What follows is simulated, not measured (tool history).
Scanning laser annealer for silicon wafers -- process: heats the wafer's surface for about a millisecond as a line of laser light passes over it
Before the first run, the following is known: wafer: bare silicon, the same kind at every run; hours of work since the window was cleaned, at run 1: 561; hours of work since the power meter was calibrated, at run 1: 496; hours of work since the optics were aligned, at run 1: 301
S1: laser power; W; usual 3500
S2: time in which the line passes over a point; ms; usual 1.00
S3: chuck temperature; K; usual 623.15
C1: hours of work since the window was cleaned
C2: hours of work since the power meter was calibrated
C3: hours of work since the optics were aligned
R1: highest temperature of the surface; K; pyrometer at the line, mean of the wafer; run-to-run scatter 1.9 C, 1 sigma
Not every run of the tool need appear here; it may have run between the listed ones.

run 1 hour=0.0 | S1=3500 S2=1.00 S3=623.15 | C1=561 C2=496 C3=301 | R1=1393.15
run 2 hour=30.9 | S1=3500 S2=1.00 S3=623.15 | C1=576 C2=511 C3=315 | R1=1393.15
run 3 hour=59.1 | S1=3500 S2=1.00 S3=623.15 | C1=589 C2=524 C3=329 | R1=1395.15
run 4 hour=75.6 | S1=3500 S2=1.00 S3=623.15 | C1=597 C2=532 C3=337 | R1=1391.15
run 5 hour=106.4 | S1=3500 S2=1.00 S3=623.15 | C1=611 C2=547 C3=351 | R1=1392.15
run 6 hour=134.9 | S1=3500 S2=0.78 S3=623.15 | C1=625 C2=560 C3=365 | R1=1306.15
run 7 hour=152.0 | S1=3500 S2=0.78 S3=623.15 | C1=633 C2=568 C3=373 | R1=1307.15
run 8 hour=172.1 | S1=3504 S2=1.00 S3=623.15 | C1=643 C2=578 C3=382 | R1=1393.15
run 9 hour=203.2 | S1=3500 S2=1.00 S3=623.15 | C1=657 C2=593 C3=397 | R1=1391.15
run 10 hour=226.2 | S1=3500 S2=0.90 S3=623.15 | C1=668 C2=604 C3=408 | R1=1356.15
run 11 hour=252.0 | S1=3500 S2=1.00 S3=634.15 | C1=681 C2=616 C3=420 | R1=1406.15
run 12 hour=275.9 | S1=3500 S2=1.00 S3=585.15 | C1=692 C2=627 C3=432 | R1=1349.15
run 13 hour=289.2 | S1=3500 S2=1.00 S3=623.15 | C1=698 C2=633 C3=438 | R1=1391.15
run 14 hour=311.2 | S1=3500 S2=1.00 S3=623.15 | C1=709 C2=644 C3=448 | R1=1391.15
run 15 hour=332.7 | S1=3784 S2=1.00 S3=623.15 | C1=719 C2=654 C3=459 | R1=1463.15
-- hour=346.4 window over the wafer cleaned
run 16 hour=353.2 | S1=3500 S2=1.00 S3=623.15 | C1=3 C2=663 C3=467 | R1=1395.15
run 17 hour=381.1 | S1=3500 S2=0.75 S3=623.15 | C1=16 C2=676 C3=481 | R1=1297.15
run 18 hour=400.9 | S1=3500 S2=0.75 S3=623.15 | C1=26 C2=686 C3=490 | R1=1294.15
run 19 hour=430.6 | S1=3500 S2=0.75 S3=623.15 | C1=40 C2=700 C3=504 | R1=1294.15
run 20 hour=453.6 | S1=3500 S2=0.75 S3=623.15 | C1=51 C2=711 C3=515 | R1=1290.15
run 21 hour=468.5 | S1=3500 S2=1.00 S3=623.15 | C1=58 C2=718 C3=522 | R1=1393.15
run 22 hour=483.5 | S1=3547 S2=0.84 S3=633.15 | C1=65 C2=725 C3=529 | R1=1348.15
run 23 hour=508.5 | S1=3605 S2=0.84 S3=633.15 | C1=77 C2=737 C3=541 | R1=1366.15
run 24 hour=534.1 | S1=3579 S2=0.84 S3=633.15 | C1=89 C2=749 C3=553 | R1=1360.15
run 25 hour=564.1 | S1=3254 S2=0.74 S3=610.15 | C1=103 C2=763 C3=567 | R1=1226.15
run 26 hour=577.6 | S1=2978 S2=0.86 S3=599.15 | C1=110 C2=769 C3=574 | R1=1198.15
run 27 hour=600.8 | S1=3655 S2=0.93 S3=599.15 | C1=121 C2=780 C3=585 | R1=1380.15
run 28 hour=614.5 | S1=3622 S2=1.14 S3=623.15 | C1=127 C2=787 C3=591 | R1=1472.15
run 29 hour=643.6 | S1=3500 S2=1.24 S3=658.15 | C1=141 C2=801 C3=605 | R1=1512.15
run 30 hour=670.6 | S1=3317 S2=1.00 S3=597.15 | C1=154 C2=814 C3=618 | R1=1323.15
run 31 hour=683.6 | S1=3040 S2=1.00 S3=651.15 | C1=160 C2=820 C3=624 | R1=1312.15
run 32 hour=697.3 | S1=3174 S2=1.15 S3=651.15 | C1=167 C2=826 C3=631 | R1=1389.15
run 33 hour=713.0 | S1=3500 S2=0.98 S3=636.15 | C1=174 C2=834 C3=638 | R1=1397.15
run 34 hour=745.1 | S1=3318 S2=0.81 S3=623.15 | C1=189 C2=849 C3=653 | R1=1278.15
run 35 hour=770.8 | S1=3500 S2=0.98 S3=641.15 | C1=202 C2=861 C3=666 | R1=1405.15
run 36 hour=795.4 | S1=3500 S2=0.98 S3=641.15 | C1=213 C2=873 C3=677 | R1=1402.15
run 37 hour=822.9 | S1=3238 S2=1.00 S3=623.15 | C1=226 C2=886 C3=690 | R1=1328.15
run 38 hour=847.0 | S1=3694 S2=0.70 S3=634.15 | C1=238 C2=897 C3=702 | R1=1323.15
run 39 hour=862.8 | S1=3345 S2=1.20 S3=631.15 | C1=245 C2=905 C3=709 | R1=1434.15
run 40 hour=889.9 | S1=3345 S2=1.20 S3=631.15 | C1=258 C2=918 C3=722 | R1=1430.15
run 41 hour=909.6 | S1=3813 S2=1.09 S3=619.15 | C1=267 C2=927 C3=732 | R1=1502.15
run 42 hour=929.0 | S1=3813 S2=1.09 S3=619.15 | C1=277 C2=936 C3=741 | R1=1501.15

Here are 3 independent what-if runs from the current tool condition. What would each one return?
run A hour=946.8 | S1=3253 S2=0.74 S3=614.15 | C1=285 C2=945 C3=749 | R1=?
run B hour=946.8 | S1=3338 S2=1.09 S3=623.15 | C1=285 C2=945 C3=749 | R1=?
run C hour=946.8 | S1=3136 S2=0.71 S3=622.15 | C1=285 C2=945 C3=749 | R1=?

run=A R1=1230.15
run=B R1=1385.15
run=C R1=1199.15
Without the tool's unlogged condition, the same runs would have read:
run=A R1=1230.15
run=B R1=1386.15
run=C R1=1200.15
